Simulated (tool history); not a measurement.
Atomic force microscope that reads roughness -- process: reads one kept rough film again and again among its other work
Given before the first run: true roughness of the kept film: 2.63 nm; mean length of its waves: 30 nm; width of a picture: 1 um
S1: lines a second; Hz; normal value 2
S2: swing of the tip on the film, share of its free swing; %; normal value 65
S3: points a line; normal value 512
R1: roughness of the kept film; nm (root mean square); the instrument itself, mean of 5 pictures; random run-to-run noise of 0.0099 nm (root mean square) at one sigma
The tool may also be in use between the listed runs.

run   hour    S1  S2   S3     R1
  1      0     2  65  512  2.248
  2   24.5     2  65  512   2.21
  3   57.3     2  65  512  2.166
  4   81.8     2  65  512  2.118
  5  111.1     2  65  512  2.067
  6  134.1   0.6  65  512  2.078
  7  159.6     2  65  512  2.006
  8  182.7  3.58  65  512  1.906
  9  198.6     2  72  512  1.906
     206.7  -- new tip fitted
 10  229.4  0.61  89  512  2.191
 11  257.8  0.61  89  512  2.152
 12  274.5  0.61  89  512  2.104
 13  290.3  0.61  89  512   2.09
 14    325  1.89  65  512  2.049
 15  347.2  0.97  70  834  2.033
 16  380.8  3.62  61  670  1.954
     410.6  -- new tip fitted
 17  412.3  0.74  78  347  2.259

Branching from run 17: 3 alternative next runs. What would each branch give?
  A  446.2  2.28  89  532   ?
  B  446.2  1.14  61  591   ?
  C  446.2  0.74  78  593   ?

run     R1
  A  1.987
  B  2.234
  C  2.208
Take away the tool's hidden state, keep each run's random variation, and the runs would have read:
run     R1
  A  2.063
  B   2.32
  C  2.294
